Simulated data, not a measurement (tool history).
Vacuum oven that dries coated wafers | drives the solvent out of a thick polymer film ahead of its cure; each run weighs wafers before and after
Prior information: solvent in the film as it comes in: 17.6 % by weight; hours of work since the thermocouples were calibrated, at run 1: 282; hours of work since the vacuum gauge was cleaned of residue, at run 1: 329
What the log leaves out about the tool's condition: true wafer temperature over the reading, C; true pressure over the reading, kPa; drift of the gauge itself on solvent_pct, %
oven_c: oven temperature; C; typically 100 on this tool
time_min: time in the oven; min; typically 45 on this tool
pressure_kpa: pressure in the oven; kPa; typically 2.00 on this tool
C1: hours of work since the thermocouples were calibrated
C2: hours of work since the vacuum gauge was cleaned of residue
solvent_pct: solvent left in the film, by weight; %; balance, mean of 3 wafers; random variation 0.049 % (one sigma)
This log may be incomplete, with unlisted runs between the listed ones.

Run 1, hour 0.0: usual settings; C1 282; C2 329. Result: solvent_pct 3.49 %.
Run 2, hour 41.3: usual settings; C1 309; C2 356. Result: solvent_pct 3.47 %.
Run 3, hour 98.2: usual settings; C1 347; C2 393. Result: solvent_pct 3.48 %.
Run 4, hour 135.4: usual settings; C1 371; C2 417. Result: solvent_pct 3.50 %.
Run 5, hour 179.3: usual settings; C1 400; C2 446. Result: solvent_pct 3.49 %.
Run 6, hour 239.1: usual settings; C1 439; C2 485. Result: solvent_pct 3.42 %.
Run 7, hour 273.7: usual settings; C1 461; C2 508. Result: solvent_pct 3.43 %.
Run 8, hour 327.3: usual settings but pressure_kpa 7.84 kPa; C1 496; C2 543. Result: solvent_pct 5.33 %.
Run 9, hour 353.7: usual settings but pressure_kpa 7.84 kPa; C1 514; C2 560. Result: solvent_pct 5.29 %.
Run 10, hour 402.2: usual settings but pressure_kpa 1.90 kPa; C1 545; C2 592. Result: solvent_pct 3.46 %.
Run 11, hour 449.6: usual settings but pressure_kpa 1.90 kPa; C1 576; C2 623. Result: solvent_pct 3.41 %.
Run 12, hour 487.8: usual settings but pressure_kpa 1.90 kPa; C1 601; C2 648. Result: solvent_pct 3.31 %.
Run 13, hour 545.7: usual settings but oven_c 93 C, pressure_kpa 1.90 kPa; C1 639; C2 686. Result: solvent_pct 4.79 %.
Run 14, hour 583.5: usual settings but oven_c 93 C, pressure_kpa 1.90 kPa; C1 664; C2 710. Result: solvent_pct 4.70 %.
Run 15, hour 632.4: usual settings but oven_c 93 C, pressure_kpa 1.90 kPa; C1 696; C2 742. Result: solvent_pct 4.80 %.
Run 16, hour 660.6: usual settings but pressure_kpa 1.10 kPa; C1 714; C2 761. Result: solvent_pct 3.07 %.
Run 17, hour 701.1: usual settings but pressure_kpa 1.10 kPa; C1 741; C2 787. Result: solvent_pct 3.05 %.
Run 18, hour 756.4: usual settings but pressure_kpa 1.10 kPa; C1 777; C2 823. Result: solvent_pct 3.11 %.
Run 19, hour 819.8: usual settings but oven_c 93 C; C1 819; C2 865. Result: solvent_pct 4.75 %.
Run 20, hour 867.5: usual settings but oven_c 93 C; C1 850; C2 896. Result: solvent_pct 4.77 %.
Run 21, hour 926.5: usual settings but oven_c 93 C; C1 888; C2 935. Result: solvent_pct 4.70 %.
Run 22, hour 973.9: usual settings but pressure_kpa 1.66 kPa; C1 919; C2 966. Result: solvent_pct 3.17 %.
Run 23, hour 1002.4: usual settings but pressure_kpa 1.66 kPa; C1 938; C2 984. Result: solvent_pct 3.16 %.
Run 24, hour 1048.7: usual settings; C1 968; C2 1015. Result: solvent_pct 3.22 %.
Run 25, hour 1092.5: usual settings but oven_c 95 C, pressure_kpa 2.69 kPa; C1 997; C2 1043. Result: solvent_pct 4.50 %.
Run 26, hour 1126.8: usual settings but oven_c 95 C, pressure_kpa 2.69 kPa; C1 1019; C2 1066. Result: solvent_pct 4.56 %.
Run 27, hour 1171.5: usual settings but oven_c 95 C, pressure_kpa 2.69 kPa; C1 1049; C2 1095. Result: solvent_pct 4.46 %.
Run 28, hour 1223.7: usual settings but oven_c 95 C, pressure_kpa 1.25 kPa; C1 1083; C2 1129. Result: solvent_pct 3.94 %.
Run 29, hour 1267.4: usual settings but oven_c 110 C, time_min 24 min, pressure_kpa 6.76 kPa; C1 1111; C2 1158. Result: solvent_pct 5.06 %.
Run 30, hour 1301.5: usual settings but time_min 34 min, pressure_kpa 6.23 kPa; C1 1134; C2 1180. Result: solvent_pct 5.49 %.
Run 31, hour 1358.3: usual settings but time_min 34 min, pressure_kpa 6.47 kPa; C1 1171; C2 1217. Result: solvent_pct 5.70 %.
At hour 1364.7: vacuum gauge cleaned of residue and calibrated.
Run 32, hour 1421.7: usual settings but time_min 56 min; C1 1211; C2 37. Result: solvent_pct 2.40 %.
Run 33, hour 1475.1: usual settings but oven_c 95 C, time_min 24 min; C1 1246; C2 72. Result: solvent_pct 7.28 %.
Run 34, hour 1503.8: usual settings but oven_c 95 C, time_min 29 min, pressure_kpa 2.98 kPa; C1 1265; C2 91. Result: solvent_pct 6.58 %.
Run 35, hour 1561.0: usual settings but oven_c 110 C, time_min 38 min, pressure_kpa 1.41 kPa; C1 1302; C2 128. Result: solvent_pct 2.00 %.
Run 36, hour 1599.0: usual settings but oven_c 90 C, pressure_kpa 1.80 kPa; C1 1327; C2 153. Result: solvent_pct 5.16 %.
Run 37, hour 1630.6: usual settings but oven_c 94 C, pressure_kpa 2.39 kPa; C1 1348; C2 174. Result: solvent_pct 4.46 %.
At hour 1662.1: vacuum gauge cleaned of residue and calibrated, once more.
Run 38, hour 1689.2: usual settings but oven_c 94 C, pressure_kpa 2.39 kPa; C1 1385; C2 18. Result: solvent_pct 4.30 %.
Run 39, hour 1734.9: usual settings but oven_c 115 C, time_min 35 min, pressure_kpa 4.61 kPa; C1 1415; C2 48. Result: solvent_pct 2.20 %.
Run 40, hour 1771.9: usual settings but oven_c 115 C, time_min 35 min, pressure_kpa 4.61 kPa; C1 1439; C2 72. Result: solvent_pct 2.08 %.
Run 41, hour 1800.9: usual settings but oven_c 103 C, time_min 35 min, pressure_kpa 5.52 kPa; C1 1458; C2 91. Result: solvent_pct 4.38 %.
Run 42, hour 1840.5: usual settings but oven_c 103 C, time_min 35 min, pressure_kpa 5.52 kPa; C1 1484; C2 117. Result: solvent_pct 4.43 %.
Run 43, hour 1900.7: usual settings but oven_c 103 C, time_min 36 min, pressure_kpa 1.99 kPa; C1 1524; C2 156. Result: solvent_pct 3.36 %.
Run 44, hour 1962.1: usual settings but oven_c 107 C, time_min 22 min; C1 1564; C2 196. Result: solvent_pct 4.88 %.
Run 45, hour 2021.1: usual settings but oven_c 99 C, time_min 31 min, pressure_kpa 1.81 kPa; C1 1602; C2 235. Result: solvent_pct 4.83 %.
Run 46, hour 2065.9: usual settings but oven_c 115 C, time_min 29 min, pressure_kpa 1.48 kPa; C1 1632; C2 264. Result: solvent_pct 2.10 %.
Run 47, hour 2093.7: usual settings but oven_c 109 C; C1 1650; C2 282. Result: solvent_pct 1.57 %.
Run 48, hour 2143.9: usual settings but oven_c 113 C; C1 1683; C2 315. Result: solvent_pct 1.17 %.

Each row is a separate what-if for the run after 48, all from the same tool condition, not one after another. Results?
Run A, hour 2187.6: usual settings but pressure_kpa 6.19 kPa; C1 1711; C2 344. Result: solvent_pct ?.
Run B, hour 2187.6: usual settings but oven_c 113 C, time_min 65 min; C1 1711; C2 344. Result: solvent_pct ?.
Run C, hour 2187.6: usual settings but pressure_kpa 2.43 kPa; C1 1711; C2 344. Result: solvent_pct ?.

run  solvent_pct
  A         4.10
  B         0.71
  C         3.10
The same runs, with their run-to-run variation unchanged, on a tool lacking any hidden condition would have given:
run  solvent_pct
  A         4.93
  B         0.90
  C         3.83
